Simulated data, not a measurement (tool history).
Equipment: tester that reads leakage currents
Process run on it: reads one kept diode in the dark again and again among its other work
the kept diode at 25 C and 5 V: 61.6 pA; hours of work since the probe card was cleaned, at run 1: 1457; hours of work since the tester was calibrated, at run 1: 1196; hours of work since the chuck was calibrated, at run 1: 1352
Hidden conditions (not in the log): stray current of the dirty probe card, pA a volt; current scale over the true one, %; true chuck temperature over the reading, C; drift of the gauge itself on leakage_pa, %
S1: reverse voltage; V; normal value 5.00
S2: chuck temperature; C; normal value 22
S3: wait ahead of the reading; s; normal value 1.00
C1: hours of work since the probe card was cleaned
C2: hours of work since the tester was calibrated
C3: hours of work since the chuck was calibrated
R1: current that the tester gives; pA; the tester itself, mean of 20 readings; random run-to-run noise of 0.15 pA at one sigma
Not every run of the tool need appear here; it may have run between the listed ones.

{"run": 1, "hour": 0.0, "S1": 5.0, "S2": 22, "S3": 1.0, "C1": 1457, "C2": 1196, "C3": 1352, "R1": 52.7}
{"run": 2, "hour": 139.7, "S1": 5.0, "S2": 22, "S3": 1.52, "C1": 1535, "C2": 1273, "C3": 1429, "R1": 52.68}
{"run": 3, "hour": 222.6, "S1": 5.0, "S2": 22, "S3": 6.7, "C1": 1580, "C2": 1319, "C3": 1475, "R1": 52.51}
{"run": 4, "hour": 398.8, "S1": 9.56, "S2": 22, "S3": 1.0, "C1": 1678, "C2": 1417, "C3": 1573, "R1": 83.44}
{"run": 5, "hour": 542.7, "S1": 9.56, "S2": 22, "S3": 1.0, "C1": 1758, "C2": 1497, "C3": 1652, "R1": 83.62}
{"run": 6, "hour": 642.0, "S1": 9.56, "S2": 22, "S3": 1.0, "C1": 1813, "C2": 1552, "C3": 1707, "R1": 84.5}
{"run": 7, "hour": 731.5, "S1": 10.84, "S2": 22, "S3": 5.29, "C1": 1862, "C2": 1601, "C3": 1757, "R1": 90.97}
{"run": 8, "hour": 888.4, "S1": 5.0, "S2": 25, "S3": 1.0, "C1": 1949, "C2": 1688, "C3": 1844, "R1": 65.94}
{"run": 9, "hour": 1006.0, "S1": 5.0, "S2": 25, "S3": 1.0, "C1": 2014, "C2": 1753, "C3": 1909, "R1": 65.52}
{"run": 10, "hour": 1160.2, "S1": 2.88, "S2": 25, "S3": 1.01, "C1": 2100, "C2": 1838, "C3": 1994, "R1": 45.67}

Below are 3 alternative next runs, each starting from the tool's condition after run 10. Predict each:
{"hour": 1262.8, "done": "probe card cleaned and baked"}
{"run": "A", "hour": 1339.1, "S1": 5.0, "S2": 57, "S3": 1.0, "C1": 42, "C2": 1936, "C3": 2091, "R1": "?"}
{"hour": 1262.8, "done": "probe card cleaned and baked"}
{"run": "B", "hour": 1339.1, "S1": 5.0, "S2": 34, "S3": 5.87, "C1": 42, "C2": 1936, "C3": 2091, "R1": "?"}
{"hour": 1262.8, "done": "probe card cleaned and baked"}
{"run": "C", "hour": 1339.1, "S1": 6.64, "S2": 59, "S3": 1.0, "C1": 42, "C2": 1936, "C3": 2091, "R1": "?"}

run=A R1=590.73
run=B R1=108.50
run=C R1=797.26
Stripped of hidden state, with their random variation kept, the same runs would have yielded:
run=A R1=681.06
run=B R1=127.48
run=C R1=917.71
